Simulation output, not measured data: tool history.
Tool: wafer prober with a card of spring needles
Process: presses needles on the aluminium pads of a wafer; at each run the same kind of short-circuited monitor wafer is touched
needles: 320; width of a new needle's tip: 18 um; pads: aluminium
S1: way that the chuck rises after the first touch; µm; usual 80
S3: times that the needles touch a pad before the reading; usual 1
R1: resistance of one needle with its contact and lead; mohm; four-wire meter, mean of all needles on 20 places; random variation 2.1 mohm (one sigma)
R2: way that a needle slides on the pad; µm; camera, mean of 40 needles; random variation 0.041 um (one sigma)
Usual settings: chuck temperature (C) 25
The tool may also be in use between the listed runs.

{"run": 1, "day": 0.0, "S1": 80, "chuck temperature (C)": 25, "S3": 1, "R1": 225, "R2": 19.23}
{"day": 0.192, "done": "tips cleaned on abrasive film"}
{"run": 2, "day": 0.246, "S1": 80, "chuck temperature (C)": 25, "S3": 1, "R1": 228, "R2": 19.24}
{"run": 3, "day": 0.425, "S1": 80, "chuck temperature (C)": 33, "S3": 1, "R1": 231, "R2": 19.26}
{"run": 4, "day": 0.608, "S1": 80, "chuck temperature (C)": 40, "S3": 1, "R1": 229, "R2": 19.23}
{"run": 5, "day": 0.817, "S1": 80, "chuck temperature (C)": 40, "S3": 1, "R1": 229, "R2": 19.18}
{"run": 6, "day": 1.096, "S1": 80, "chuck temperature (C)": 40, "S3": 1, "R1": 233, "R2": 19.1}
{"run": 7, "day": 1.292, "S1": 80, "chuck temperature (C)": 40, "S3": 1, "R1": 231, "R2": 19.11}
{"day": 1.496, "done": "tips cleaned on abrasive film"}
{"run": 8, "day": 1.512, "S1": 80, "chuck temperature (C)": 40, "S3": 1, "R1": 232, "R2": 19.02}
{"run": 9, "day": 1.788, "S1": 80, "chuck temperature (C)": 40, "S3": 1, "R1": 230, "R2": 19.02}
{"run": 10, "day": 2.067, "S1": 80, "chuck temperature (C)": 25, "S3": 2, "R1": 224, "R2": 19.04}
{"run": 11, "day": 2.308, "S1": 80, "chuck temperature (C)": 25, "S3": 2, "R1": 225, "R2": 19.02}
{"run": 12, "day": 2.588, "S1": 80, "chuck temperature (C)": 25, "S3": 2, "R1": 227, "R2": 18.98}
{"day": 2.796, "done": "tips cleaned on abrasive film"}
{"run": 13, "day": 2.9, "S1": 80, "chuck temperature (C)": 25, "S3": 1, "R1": 227, "R2": 18.9}
{"run": 14, "day": 3.267, "S1": 80, "chuck temperature (C)": 25, "S3": 1, "R1": 228, "R2": 18.9}
{"run": 15, "day": 3.533, "S1": 80, "chuck temperature (C)": 25, "S3": 1, "R1": 226, "R2": 18.85}
{"day": 3.558, "done": "gauge calibrated"}
{"run": 16, "day": 3.908, "S1": 80, "chuck temperature (C)": 25, "S3": 1, "R1": 225, "R2": 19.23}
{"day": 4.112, "done": "tips cleaned on abrasive film"}
{"run": 17, "day": 4.154, "S1": 80, "chuck temperature (C)": 37, "S3": 1, "R1": 225, "R2": 19.2}
{"run": 18, "day": 4.504, "S1": 80, "chuck temperature (C)": 37, "S3": 1, "R1": 233, "R2": 19.14}
{"run": 19, "day": 4.883, "S1": 68, "chuck temperature (C)": 56, "S3": 1, "R1": 237, "R2": 16.24}
{"run": 20, "day": 5.225, "S1": 68, "chuck temperature (C)": 56, "S3": 1, "R1": 236, "R2": 16.21}
{"day": 5.425, "done": "tips cleaned on abrasive film"}
{"run": 21, "day": 5.608, "S1": 90, "chuck temperature (C)": 41, "S3": 1, "R1": 226, "R2": 21.4}
{"run": 22, "day": 5.858, "S1": 80, "chuck temperature (C)": 97, "S3": 1, "R1": 240, "R2": 19.0}
{"run": 23, "day": 6.179, "S1": 80, "chuck temperature (C)": 83, "S3": 1, "R1": 236, "R2": 18.97}
{"run": 24, "day": 6.479, "S1": 80, "chuck temperature (C)": 83, "S3": 1, "R1": 239, "R2": 18.9}
{"run": 25, "day": 6.696, "S1": 62, "chuck temperature (C)": 27, "S3": 3, "R1": 226, "R2": 14.57}
{"day": 6.738, "done": "tips cleaned on abrasive film"}
{"run": 26, "day": 6.946, "S1": 98, "chuck temperature (C)": 42, "S3": 1, "R1": 228, "R2": 23.11}
{"run": 27, "day": 7.312, "S1": 74, "chuck temperature (C)": 75, "S3": 1, "R1": 239, "R2": 17.41}
{"run": 28, "day": 7.688, "S1": 74, "chuck temperature (C)": 75, "S3": 1, "R1": 243, "R2": 17.38}
{"run": 29, "day": 8.012, "S1": 74, "chuck temperature (C)": 120, "S3": 1, "R1": 249, "R2": 17.36}
{"day": 8.054, "done": "tips cleaned on abrasive film"}
{"run": 30, "day": 8.371, "S1": 85, "chuck temperature (C)": 25, "S3": 1, "R1": 225, "R2": 19.9}
{"run": 31, "day": 8.658, "S1": 85, "chuck temperature (C)": 25, "S3": 1, "R1": 226, "R2": 19.76}
{"run": 32, "day": 8.917, "S1": 80, "chuck temperature (C)": 34, "S3": 1, "R1": 230, "R2": 18.6}
{"run": 33, "day": 9.242, "S1": 96, "chuck temperature (C)": 48, "S3": 1, "R1": 229, "R2": 22.35}
{"day": 9.371, "done": "tips cleaned on abrasive film"}
{"run": 34, "day": 9.638, "S1": 89, "chuck temperature (C)": 48, "S3": 2, "R1": 227, "R2": 20.65}
{"run": 35, "day": 10.038, "S1": 89, "chuck temperature (C)": 48, "S3": 2, "R1": 230, "R2": 20.53}

Measured less the same run without the tool's hidden state. The same run-to-run variation is in both; the gauge's scatter may not be:
The hidden state here: debris on the tips, nm; way that the needles fall short of the set height, um; tips' diameter, um; drift of the gauge itself on contact_mohm, %; drift of the gauge itself on scrub_um, %.
run=1 R2=-0.01
run=2 R2=-0.03
run=3 R2=-0.06
run=4 R2=-0.07
run=5 R2=-0.10
run=6 R2=-0.13
run=7 R2=-0.15
run=8 R2=-0.18
run=9 R2=-0.21
run=10 R2=-0.24
run=11 R2=-0.28
run=12 R2=-0.30
run=13 R2=-0.34
run=14 R2=-0.39
run=15 R2=-0.41
run=16 R2=-0.05
run=17 R2=-0.08
run=18 R2=-0.12
run=19 R2=-0.14
run=20 R2=-0.18
run=21 R2=-0.28
run=22 R2=-0.28
run=23 R2=-0.31
run=24 R2=-0.35
run=25 R2=-0.29
run=26 R2=-0.49
run=27 R2=-0.41
run=28 R2=-0.45
run=29 R2=-0.48
run=30 R2=-0.60
run=31 R2=-0.63
run=32 R2=-0.62
run=33 R2=-0.79
run=34 R2=-0.79
run=35 R2=-0.84
R1: within 1 mohm of the measured result in every run.
